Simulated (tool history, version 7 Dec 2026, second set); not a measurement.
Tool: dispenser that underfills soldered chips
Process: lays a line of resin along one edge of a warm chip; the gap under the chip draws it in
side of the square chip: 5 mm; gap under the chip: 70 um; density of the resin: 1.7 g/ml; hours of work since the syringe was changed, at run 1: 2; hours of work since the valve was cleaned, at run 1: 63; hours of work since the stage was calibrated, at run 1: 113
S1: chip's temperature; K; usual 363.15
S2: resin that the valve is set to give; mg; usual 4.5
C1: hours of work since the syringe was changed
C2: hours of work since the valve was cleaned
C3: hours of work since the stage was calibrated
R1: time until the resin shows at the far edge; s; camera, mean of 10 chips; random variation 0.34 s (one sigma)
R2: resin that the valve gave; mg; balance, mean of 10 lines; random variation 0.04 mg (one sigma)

run	hour	S1	S2	C1	C2	C3	R1	R2
1	0	363.15	4.5	2	63	113	17.7	4.34
2	2.2	363.15	4.03	3	64	115	20	3.88
3	6.2	363.15	4.5	6	67	117	21.1	4.22
# hour 11.7: new syringe of resin
4	11.7	363.15	4.5	0	70	121	16.8	4.28
5	15.1	363.15	4.5	2	72	123	18.7	4.28
6	18.6	363.15	4.5	4	75	125	20.4	4.24
7	22.8	363.15	4.5	7	77	128	23.3	4.22
# hour 25.9: new syringe of resin
8	27.2	363.15	4.5	1	80	130	16.7	4.28
9	30.2	363.15	4.5	3	82	132	18.3	4.27
10	35.1	363.15	4.74	6	85	135	21.6	4.43
# hour 40.1: new syringe of resin
11	40.5	363.15	3.96	0	88	139	17.5	3.66
12	44.3	369.15	4.23	3	91	141	14.9	3.97
13	47.6	360.15	5.48	5	93	143	23.1	5.11
14	49.9	360.15	5.48	6	94	145	25.1	5.1
# hour 54.1: new syringe of resin
15	54.6	353.15	4.79	0	97	148	26	4.47
16	59.5	353.15	4.79	3	100	151	29.9	4.45
17	62.7	352.15	5.84	5	102	153	32.8	5.39
18	65.2	352.15	5.84	7	104	154	35.2	5.39
# hour 68.4: new syringe of resin
# hour 70.2: dispensing valve cleaned and set on the balance
19	70.5	352.15	5.84	1	0	157	27	5.87

Hidden state at the last listed run before each entry between runs and at the first one after, where it differs:
Between runs 3 and 4: new syringe of resin (hour 11.7)
  resin's viscosity, % of fresh resin's: 126.8 -> 101.7; dose that the valve gives, % of what is set: 94.82 -> 94.58; true chip temperature over the reading, C: -0.57 -> -0.59
  measured less the result without the state, R1: +5.1 -> +0.9 s; R2: -0.23 -> -0.25 mg
Between runs 7 and 8: new syringe of resin (hour 25.9)
  resin's viscosity, % of fresh resin's: 137.1 -> 102.6; dose that the valve gives, % of what is set: 94.06 -> 93.85; true chip temperature over the reading, C: -0.63 -> -0.64
  measured less the result without the state, R1: +6.9 -> +1.1 s; R2: -0.27 -> -0.28 mg
Between runs 10 and 11: new syringe of resin (hour 40.1)
  resin's viscosity, % of fresh resin's: 126.5 -> 102.6; dose that the valve gives, % of what is set: 93.49 -> 93.24; true chip temperature over the reading, C: -0.67 -> -0.69
  measured less the result without the state, R1: +5 -> +1.4 s; R2: -0.31 -> -0.27 mg
Between runs 14 and 15: new syringe of resin (hour 54.1)
  resin's viscosity, % of fresh resin's: 131.9 -> 100.4; dose that the valve gives, % of what is set: 92.77 -> 92.56; true chip temperature over the reading, C: -0.72 -> -0.73
  measured less the result without the state, R1: +6.7 -> +1.3 s; R2: -0.39 -> -0.35 mg
Between runs 18 and 19: new syringe of resin (hour 68.4); dispensing valve cleaned and set on the balance (hour 70.2)
  resin's viscosity, % of fresh resin's: 133.4 -> 102.6; dose that the valve gives, % of what is set: 92.07 -> 99.83; true chip temperature over the reading, C: -0.77 -> -0.78
  measured less the result without the state, R1: +9.7 -> +1.6 s; R2: -0.46 -> -0.01 mg
